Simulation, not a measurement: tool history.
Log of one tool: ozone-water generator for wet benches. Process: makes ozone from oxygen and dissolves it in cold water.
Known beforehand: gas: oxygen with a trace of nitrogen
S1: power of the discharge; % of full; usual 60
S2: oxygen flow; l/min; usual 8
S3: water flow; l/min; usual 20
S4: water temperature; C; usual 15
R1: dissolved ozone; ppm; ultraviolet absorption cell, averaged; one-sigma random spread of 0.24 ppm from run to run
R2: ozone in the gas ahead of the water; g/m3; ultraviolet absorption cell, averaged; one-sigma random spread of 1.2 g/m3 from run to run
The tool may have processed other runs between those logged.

run,day,S1,S2,S3,S4,R1,R2
1,0,60,8,20,15,36.6,227.4
2,3.621,60,8,20,15,36.5,229.5
3,8.521,60,8,20,15,36.3,229.3
4,12.262,60,8,20,15,36.6,228.9
5,14.275,60,8,20,15,36.5,228.9
6,17.629,60,7.67,20,15,36.1,233.9
7,20.492,60,4.12,20,15,34.3,310.7
8,23.9,60,4.12,20,15,34.3,310.3
9,27.567,91,4.12,20,15,49.1,449.8
10,31.05,91,4.12,20,15,49,447.8
11,34.192,60,11.73,13,16,43.8,191.5

Forecast run 12:
12,39.104,60,11.73,13,16,?,?

{"run 12": {"R1": 43.5, "R2": 192.9}}
With no hidden state in the tool, this same run would have given R1 43.5 ppm, R2 191 g/m3.

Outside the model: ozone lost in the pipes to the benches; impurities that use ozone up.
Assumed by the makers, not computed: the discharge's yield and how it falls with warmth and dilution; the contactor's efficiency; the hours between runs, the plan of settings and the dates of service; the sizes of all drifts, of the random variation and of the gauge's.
